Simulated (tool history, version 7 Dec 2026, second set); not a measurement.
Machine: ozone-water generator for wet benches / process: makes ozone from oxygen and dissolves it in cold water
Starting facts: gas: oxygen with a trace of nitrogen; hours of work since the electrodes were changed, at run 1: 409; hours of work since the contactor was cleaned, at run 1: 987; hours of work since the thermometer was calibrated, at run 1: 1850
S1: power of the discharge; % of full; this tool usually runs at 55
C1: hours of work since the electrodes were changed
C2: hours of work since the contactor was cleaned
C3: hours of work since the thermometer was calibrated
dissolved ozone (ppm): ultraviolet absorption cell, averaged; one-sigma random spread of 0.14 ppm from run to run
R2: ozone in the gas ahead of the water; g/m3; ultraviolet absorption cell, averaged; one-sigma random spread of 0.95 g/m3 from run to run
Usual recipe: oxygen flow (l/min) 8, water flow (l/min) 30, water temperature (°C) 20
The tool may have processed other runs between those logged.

{"run": 1, "hour": 0.0, "S1": 55, "oxygen flow (l/min)": 8, "water flow (l/min)": 30, "water temperature (°C)": 20, "C1": 409, "C2": 987, "C3": 1850, "dissolved ozone (ppm)": 16.7, "R2": 162}
{"run": 2, "hour": 30.6, "S1": 55, "oxygen flow (l/min)": 8, "water flow (l/min)": 30, "water temperature (°C)": 20, "C1": 430, "C2": 1008, "C3": 1871, "dissolved ozone (ppm)": 16.3, "R2": 159.7}
{"run": 3, "hour": 60.2, "S1": 55, "oxygen flow (l/min)": 8, "water flow (l/min)": 30, "water temperature (°C)": 20, "C1": 450, "C2": 1028, "C3": 1891, "dissolved ozone (ppm)": 16.6, "R2": 160.5}
{"run": 4, "hour": 78.7, "S1": 55, "oxygen flow (l/min)": 8, "water flow (l/min)": 30, "water temperature (°C)": 20, "C1": 463, "C2": 1041, "C3": 1904, "dissolved ozone (ppm)": 16.3, "R2": 163.3}
{"run": 5, "hour": 106.4, "S1": 55, "oxygen flow (l/min)": 8, "water flow (l/min)": 30, "water temperature (°C)": 20, "C1": 482, "C2": 1060, "C3": 1923, "dissolved ozone (ppm)": 16.4, "R2": 160}
{"run": 6, "hour": 131.0, "S1": 55, "oxygen flow (l/min)": 8, "water flow (l/min)": 30, "water temperature (°C)": 20, "C1": 499, "C2": 1076, "C3": 1940, "dissolved ozone (ppm)": 16.6, "R2": 161.7}
{"run": 7, "hour": 157.1, "S1": 55, "oxygen flow (l/min)": 8, "water flow (l/min)": 30, "water temperature (°C)": 20, "C1": 516, "C2": 1094, "C3": 1958, "dissolved ozone (ppm)": 16.8, "R2": 160.3}
{"run": 8, "hour": 175.8, "S1": 55, "oxygen flow (l/min)": 8, "water flow (l/min)": 30, "water temperature (°C)": 20, "C1": 529, "C2": 1107, "C3": 1970, "dissolved ozone (ppm)": 16.5, "R2": 162.8}
{"run": 9, "hour": 195.0, "S1": 55, "oxygen flow (l/min)": 8, "water flow (l/min)": 30, "water temperature (°C)": 20, "C1": 542, "C2": 1120, "C3": 1983, "dissolved ozone (ppm)": 16.6, "R2": 161}
{"run": 10, "hour": 210.8, "S1": 55, "oxygen flow (l/min)": 8, "water flow (l/min)": 30, "water temperature (°C)": 20, "C1": 553, "C2": 1131, "C3": 1994, "dissolved ozone (ppm)": 16.5, "R2": 160.7}
{"run": 11, "hour": 226.5, "S1": 55, "oxygen flow (l/min)": 8, "water flow (l/min)": 24, "water temperature (°C)": 20, "C1": 564, "C2": 1142, "C3": 2005, "dissolved ozone (ppm)": 19.8, "R2": 161.9}
{"run": 12, "hour": 254.8, "S1": 55, "oxygen flow (l/min)": 8, "water flow (l/min)": 24, "water temperature (°C)": 20, "C1": 583, "C2": 1161, "C3": 2024, "dissolved ozone (ppm)": 19.7, "R2": 158.8}
{"run": 13, "hour": 282.2, "S1": 55, "oxygen flow (l/min)": 8, "water flow (l/min)": 24, "water temperature (°C)": 20, "C1": 602, "C2": 1180, "C3": 2043, "dissolved ozone (ppm)": 19.5, "R2": 160.7}
{"run": 14, "hour": 298.1, "S1": 55, "oxygen flow (l/min)": 8, "water flow (l/min)": 30, "water temperature (°C)": 20, "C1": 613, "C2": 1191, "C3": 2054, "dissolved ozone (ppm)": 16.3, "R2": 159.8}
{"run": 15, "hour": 324.1, "S1": 55, "oxygen flow (l/min)": 8, "water flow (l/min)": 30, "water temperature (°C)": 19, "C1": 631, "C2": 1208, "C3": 2072, "dissolved ozone (ppm)": 16.8, "R2": 159}
{"run": 16, "hour": 352.6, "S1": 55, "oxygen flow (l/min)": 8, "water flow (l/min)": 30, "water temperature (°C)": 20, "C1": 650, "C2": 1228, "C3": 2091, "dissolved ozone (ppm)": 16.4, "R2": 159.6}
{"run": 17, "hour": 381.9, "S1": 55, "oxygen flow (l/min)": 8, "water flow (l/min)": 30, "water temperature (°C)": 20, "C1": 670, "C2": 1248, "C3": 2111, "dissolved ozone (ppm)": 16.3, "R2": 160.2}
{"run": 18, "hour": 408.6, "S1": 97, "oxygen flow (l/min)": 4.03, "water flow (l/min)": 24, "water temperature (°C)": 27, "C1": 688, "C2": 1266, "C3": 2129, "dissolved ozone (ppm)": 26.9, "R2": 356.5}
{"run": 19, "hour": 425.8, "S1": 55, "oxygen flow (l/min)": 11.82, "water flow (l/min)": 24, "water temperature (°C)": 20, "C1": 700, "C2": 1278, "C3": 2141, "dissolved ozone (ppm)": 19.5, "R2": 134.3}
{"run": 20, "hour": 445.9, "S1": 43, "oxygen flow (l/min)": 8.85, "water flow (l/min)": 30, "water temperature (°C)": 16, "C1": 714, "C2": 1292, "C3": 2155, "dissolved ozone (ppm)": 14.3, "R2": 122.7}
{"run": 21, "hour": 462.6, "S1": 55, "oxygen flow (l/min)": 4.88, "water flow (l/min)": 30, "water temperature (°C)": 26, "C1": 725, "C2": 1303, "C3": 2166, "dissolved ozone (ppm)": 13.9, "R2": 196.2}
{"run": 22, "hour": 486.3, "S1": 40, "oxygen flow (l/min)": 8, "water flow (l/min)": 30, "water temperature (°C)": 13, "C1": 741, "C2": 1319, "C3": 2183, "dissolved ozone (ppm)": 13.8, "R2": 120.3}
{"run": 23, "hour": 513.3, "S1": 40, "oxygen flow (l/min)": 8, "water flow (l/min)": 30, "water temperature (°C)": 13, "C1": 760, "C2": 1338, "C3": 2201, "dissolved ozone (ppm)": 13.5, "R2": 120.3}
{"run": 24, "hour": 537.8, "S1": 40, "oxygen flow (l/min)": 8, "water flow (l/min)": 30, "water temperature (°C)": 13, "C1": 777, "C2": 1355, "C3": 2218, "dissolved ozone (ppm)": 13.7, "R2": 120.7}
{"run": 25, "hour": 553.4, "S1": 40, "oxygen flow (l/min)": 8, "water flow (l/min)": 30, "water temperature (°C)": 13, "C1": 787, "C2": 1365, "C3": 2228, "dissolved ozone (ppm)": 13.5, "R2": 119.5}
{"run": 26, "hour": 576.4, "S1": 65, "oxygen flow (l/min)": 8, "water flow (l/min)": 33, "water temperature (°C)": 13, "C1": 803, "C2": 1381, "C3": 2244, "dissolved ozone (ppm)": 19.2, "R2": 184.4}
{"run": 27, "hour": 596.0, "S1": 55, "oxygen flow (l/min)": 5.64, "water flow (l/min)": 30, "water temperature (°C)": 20, "C1": 816, "C2": 1394, "C3": 2258, "dissolved ozone (ppm)": 15.5, "R2": 184.1}
{"run": 28, "hour": 626.8, "S1": 55, "oxygen flow (l/min)": 5.64, "water flow (l/min)": 30, "water temperature (°C)": 20, "C1": 837, "C2": 1415, "C3": 2279, "dissolved ozone (ppm)": 15.5, "R2": 183.2}
{"run": 29, "hour": 642.2, "S1": 55, "oxygen flow (l/min)": 12.9, "water flow (l/min)": 20, "water temperature (°C)": 20, "C1": 848, "C2": 1426, "C3": 2289, "dissolved ozone (ppm)": 20.9, "R2": 129.4}
{"run": 30, "hour": 664.0, "S1": 55, "oxygen flow (l/min)": 12.9, "water flow (l/min)": 20, "water temperature (°C)": 20, "C1": 863, "C2": 1441, "C3": 2304, "dissolved ozone (ppm)": 21.1, "R2": 128.4}
{"run": 31, "hour": 691.1, "S1": 55, "oxygen flow (l/min)": 7.26, "water flow (l/min)": 37, "water temperature (°C)": 27, "C1": 881, "C2": 1459, "C3": 2323, "dissolved ozone (ppm)": 12.2, "R2": 164.6}
{"run": 32, "hour": 707.4, "S1": 55, "oxygen flow (l/min)": 6.37, "water flow (l/min)": 30, "water temperature (°C)": 20, "C1": 893, "C2": 1470, "C3": 2334, "dissolved ozone (ppm)": 15.8, "R2": 175}
{"run": 33, "hour": 738.1, "S1": 55, "oxygen flow (l/min)": 8.68, "water flow (l/min)": 30, "water temperature (°C)": 12, "C1": 914, "C2": 1491, "C3": 2355, "dissolved ozone (ppm)": 18.3, "R2": 153.4}

Selected run-to-run steps in dissolved ozone (ppm), each split into two signed amounts: the part the tool would show with no hidden state at all (from settings, incoming material and random variation), and the remainder, which goes to the hidden state together with any gauge scatter not common to the measured and the hidden-state-free results:
What the log doesn't record here: yield of the discharge, % of new electrodes'; contactor's efficiency, % of a clean one's; true water temperature over the reading, C; drift of the gauge itself on ozone_ppm, %; drift of the gauge itself on gas_g_m3, %.
Run 17 -> 18: S1 55 -> 97, oxygen flow (l/min) 8 -> 4.03, water flow (l/min) 30 -> 24, water temperature (°C) 20 -> 27. dissolved ozone (ppm) +10.6: hidden state -0.7, all else +11.3.
Run 18 -> 19: S1 97 -> 55, oxygen flow (l/min) 4.03 -> 11.82, water temperature (°C) 27 -> 20. dissolved ozone (ppm) -7.4: hidden state +0.5, all else -7.9.
Run 19 -> 20: S1 55 -> 43, oxygen flow (l/min) 11.82 -> 8.85, water flow (l/min) 24 -> 30, water temperature (°C) 20 -> 16. dissolved ozone (ppm) -5.2: hidden state +0.4, all else -5.6.
Run 30 -> 31: oxygen flow (l/min) 12.9 -> 7.26, water flow (l/min) 20 -> 37, water temperature (°C) 20 -> 27. dissolved ozone (ppm) -8.9: hidden state +0.4, all else -9.3.

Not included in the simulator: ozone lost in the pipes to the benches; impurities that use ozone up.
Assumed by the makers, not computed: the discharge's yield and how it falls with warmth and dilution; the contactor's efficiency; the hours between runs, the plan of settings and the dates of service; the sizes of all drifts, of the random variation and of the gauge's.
